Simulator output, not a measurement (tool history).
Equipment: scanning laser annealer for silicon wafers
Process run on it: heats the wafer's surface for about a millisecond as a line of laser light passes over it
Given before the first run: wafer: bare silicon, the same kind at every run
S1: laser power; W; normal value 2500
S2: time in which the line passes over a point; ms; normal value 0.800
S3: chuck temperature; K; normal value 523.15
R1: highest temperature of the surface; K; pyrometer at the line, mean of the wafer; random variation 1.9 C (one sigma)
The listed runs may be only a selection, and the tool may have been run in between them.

{"run": 1, "day": 0.0, "S1": 2500, "S2": 0.8, "S3": 523.15, "R1": 1359.15}
{"run": 2, "day": 0.646, "S1": 2500, "S2": 0.8, "S3": 523.15, "R1": 1361.15}
{"run": 3, "day": 1.712, "S1": 2263, "S2": 0.8, "S3": 523.15, "R1": 1281.15}
{"run": 4, "day": 3.083, "S1": 2263, "S2": 0.8, "S3": 523.15, "R1": 1280.15}
{"run": 5, "day": 4.204, "S1": 2500, "S2": 0.8, "S3": 543.15, "R1": 1382.15}
{"run": 6, "day": 4.867, "S1": 2500, "S2": 0.8, "S3": 543.15, "R1": 1379.15}
{"run": 7, "day": 5.667, "S1": 2500, "S2": 0.8, "S3": 543.15, "R1": 1380.15}
{"run": 8, "day": 6.617, "S1": 2500, "S2": 0.669, "S3": 523.15, "R1": 1295.15}
{"run": 9, "day": 7.421, "S1": 2574, "S2": 0.8, "S3": 523.15, "R1": 1386.15}
{"run": 10, "day": 8.333, "S1": 2574, "S2": 0.8, "S3": 523.15, "R1": 1383.15}
{"run": 11, "day": 9.138, "S1": 2500, "S2": 0.8, "S3": 523.15, "R1": 1361.15}
{"run": 12, "day": 9.879, "S1": 2500, "S2": 0.8, "S3": 523.15, "R1": 1355.15}
{"run": 13, "day": 11.096, "S1": 2500, "S2": 0.8, "S3": 523.15, "R1": 1359.15}
{"run": 14, "day": 12.2, "S1": 2500, "S2": 0.8, "S3": 523.15, "R1": 1356.15}
{"run": 15, "day": 13.3, "S1": 2500, "S2": 0.8, "S3": 527.15, "R1": 1366.15}
{"run": 16, "day": 14.6, "S1": 2157, "S2": 0.8, "S3": 527.15, "R1": 1250.15}
{"run": 17, "day": 15.558, "S1": 2652, "S2": 0.8, "S3": 527.15, "R1": 1415.15}
{"run": 18, "day": 16.858, "S1": 2652, "S2": 0.8, "S3": 527.15, "R1": 1417.15}
{"run": 19, "day": 18.029, "S1": 2500, "S2": 0.8, "S3": 516.15, "R1": 1352.15}
{"run": 20, "day": 18.858, "S1": 2500, "S2": 0.8, "S3": 516.15, "R1": 1353.15}
{"run": 21, "day": 19.588, "S1": 2309, "S2": 0.753, "S3": 545.15, "R1": 1296.15}
{"run": 22, "day": 20.262, "S1": 2588, "S2": 0.699, "S3": 523.15, "R1": 1336.15}
{"run": 23, "day": 21.346, "S1": 2588, "S2": 0.699, "S3": 523.15, "R1": 1338.15}
{"run": 24, "day": 22.488, "S1": 2588, "S2": 0.699, "S3": 523.15, "R1": 1333.15}
{"run": 25, "day": 23.458, "S1": 2278, "S2": 0.926, "S3": 499.15, "R1": 1309.15}
{"run": 26, "day": 24.733, "S1": 2565, "S2": 0.8, "S3": 527.15, "R1": 1384.15}
{"run": 27, "day": 25.833, "S1": 2565, "S2": 0.8, "S3": 527.15, "R1": 1384.15}
{"run": 28, "day": 26.492, "S1": 2633, "S2": 0.618, "S3": 548.15, "R1": 1327.15}
{"run": 29, "day": 27.808, "S1": 2633, "S2": 0.618, "S3": 548.15, "R1": 1329.15}
{"run": 30, "day": 28.521, "S1": 2618, "S2": 0.952, "S3": 499.15, "R1": 1450.15}
{"run": 31, "day": 29.588, "S1": 2618, "S2": 0.64, "S3": 553.15, "R1": 1344.15}
{"run": 32, "day": 30.904, "S1": 2229, "S2": 0.969, "S3": 548.15, "R1": 1363.15}
{"run": 33, "day": 31.917, "S1": 2229, "S2": 0.969, "S3": 548.15, "R1": 1360.15}
{"run": 34, "day": 33.096, "S1": 2229, "S2": 0.969, "S3": 548.15, "R1": 1360.15}

Consider 5 possible next runs. They are alternatives, not a sequence: every one starts from the tool as it was left by run 34. What does each give?
{"run": "A", "day": 34.338, "S1": 2531, "S2": 0.605, "S3": 499.15, "R1": "?"}
{"run": "B", "day": 34.338, "S1": 2619, "S2": 0.642, "S3": 509.15, "R1": "?"}
{"run": "C", "day": 34.338, "S1": 2500, "S2": 0.672, "S3": 543.15, "R1": "?"}
{"run": "D", "day": 34.338, "S1": 2586, "S2": 0.826, "S3": 548.15, "R1": "?"}
{"run": "E", "day": 34.338, "S1": 2500, "S2": 0.928, "S3": 498.15, "R1": "?"}

run=A R1=1243.15
run=B R1=1300.15
run=C R1=1313.15
run=D R1=1427.15
run=E R1=1391.15
Without the tool's unlogged condition, the same runs would have read:
run=A R1=1244.15
run=B R1=1301.15
run=C R1=1314.15
run=D R1=1428.15
run=E R1=1393.15
